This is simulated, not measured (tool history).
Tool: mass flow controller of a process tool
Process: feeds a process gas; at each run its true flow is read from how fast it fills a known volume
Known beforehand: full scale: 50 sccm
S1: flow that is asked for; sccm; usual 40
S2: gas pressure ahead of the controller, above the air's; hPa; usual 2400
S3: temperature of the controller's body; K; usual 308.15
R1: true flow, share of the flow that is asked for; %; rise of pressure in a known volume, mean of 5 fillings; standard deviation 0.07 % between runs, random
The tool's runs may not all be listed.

run	hour	S1	S2	S3	R1
1	0	40	2400	308.15	98.92
2	268	40	2400	308.15	98.95
3	480.3	40	2400	308.15	98.65
4	614.9	40	2400	308.15	98.77
5	874.5	40	1800	308.15	98.94
6	1030.7	40	1800	308.15	98.9
7	1285.2	40	2400	308.15	98.52
8	1546.2	42	2400	308.15	98.58
9	1834.3	40	1890	308.15	98.77
10	2132.1	40	1890	308.15	98.72
11	2293.4	40	2400	299.15	98.6
12	2429.5	40	2400	299.15	98.49
13	2576.1	40	2400	308.15	98.21
14	2741.7	40	2400	303.15	98.41
15	2923.6	40	2400	303.15	98.41
16	3144.7	40	2400	303.15	98.32
17	3418.4	40	2400	303.15	98.37
# hour 3439.6: controller's zero set anew
18	3705.8	40	1520	294.15	99.03
19	3990.8	40	2400	299.15	98.25
20	4266	17	2060	294.15	98.37
# hour 4392.7: controller's zero set anew, once more
21	4548.3	17	2060	294.15	96.29
22	4814.1	17	2060	294.15	96.26
23	5119.5	17	2060	294.15	96.21
24	5283.5	28	2060	295.15	96.81
25	5515.1	28	2060	295.15	96.74
26	5682.9	12	1900	301.15	96.11
27	5948.6	6	2070	308.15	96.49
28	6194.6	40	1530	303.15	97.35
29	6442	40	1530	303.15	97.28
30	6655.9	40	1530	303.15	97.27
31	6961.9	40	1530	303.15	97.21

3 ways to go on from here, each from the tool as it stands after run 31. What would each give?
# hour 7093.8: controller exchanged for a calibrated one
A	7145.7	40	1810	303.15	?
# hour 7093.8: controller exchanged for a calibrated one
B	7145.7	12	1670	308.15	?
# hour 7093.8: controller exchanged for a calibrated one
C	7145.7	18	2650	308.15	?

run	R1
A	99.24
B	97.59
C	97.27
Without the tool's hidden state the same runs would have given:
run	R1
A	99.36
B	97.6
C	97.34
